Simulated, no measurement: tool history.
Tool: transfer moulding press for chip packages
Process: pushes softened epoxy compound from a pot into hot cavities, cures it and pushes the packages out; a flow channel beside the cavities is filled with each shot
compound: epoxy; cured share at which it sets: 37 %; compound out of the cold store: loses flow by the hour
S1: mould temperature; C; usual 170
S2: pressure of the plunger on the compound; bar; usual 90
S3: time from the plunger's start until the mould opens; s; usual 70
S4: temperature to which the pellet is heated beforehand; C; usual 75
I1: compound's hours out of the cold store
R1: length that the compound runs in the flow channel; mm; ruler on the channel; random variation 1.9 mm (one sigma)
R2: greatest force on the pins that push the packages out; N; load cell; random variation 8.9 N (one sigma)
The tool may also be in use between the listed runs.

| run | hour | S1 | S2 | S3 | S4 | I1 | R1 | R2 |
|---|---|---|---|---|---|---|---|---|
| 1 | 0 | 170 | 90 | 70 | 75 | 39.8 | 923 | 404 |
|  | 16.8 | plunger's sealing rings changed |
| 2 | 21.4 | 170 | 90 | 70 | 75 | 39.6 | 920 | 384 |
| 3 | 42.4 | 170 | 90 | 70 | 75 | 27.8 | 980 | 393 |
|  | 49.8 | cavities cleaned with cleaning compound and waxed |
| 4 | 58.8 | 170 | 90 | 70 | 75 | 14.7 | 1046 | 411 |
| 5 | 78 | 170 | 90 | 70 | 75 | 21.3 | 1008 | 385 |
| 6 | 105.2 | 170 | 90 | 70 | 75 | 26 | 990 | 386 |
|  | 113.4 | cavities cleaned with cleaning compound and waxed |
| 7 | 121.3 | 170 | 90 | 70 | 76 | 26.8 | 982 | 398 |
| 8 | 148.5 | 170 | 90 | 70 | 76 | 14.7 | 1040 | 433 |
| 9 | 163.7 | 170 | 90 | 70 | 82 | 27.4 | 976 | 401 |
|  | 176.7 | cavities cleaned with cleaning compound and waxed |
| 10 | 193.7 | 170 | 90 | 70 | 82 | 23.7 | 999 | 408 |
| 11 | 219.4 | 170 | 90 | 70 | 82 | 36.9 | 930 | 396 |
| 12 | 232.1 | 174 | 90 | 70 | 75 | 47.9 | 867 | 318 |
|  | 240.1 | cavities cleaned with cleaning compound and waxed |
| 13 | 260.9 | 174 | 90 | 70 | 72 | 40.1 | 906 | 332 |
|  | 286 | plunger's sealing rings changed |
| 14 | 293.8 | 170 | 90 | 100 | 75 | 30.1 | 966 | 286 |

Run 15 comes next. What will it give?
|  | 305.6 | cavities cleaned with cleaning compound and waxed |
| 15 | 314.7 | 170 | 90 | 100 | 69 | 8.3 | ? | ? |

{"run 15": {"R1": 1082, "R2": 288}}
Without the tool's hidden state the same run would have given R1 1082 mm, R2 287 N.

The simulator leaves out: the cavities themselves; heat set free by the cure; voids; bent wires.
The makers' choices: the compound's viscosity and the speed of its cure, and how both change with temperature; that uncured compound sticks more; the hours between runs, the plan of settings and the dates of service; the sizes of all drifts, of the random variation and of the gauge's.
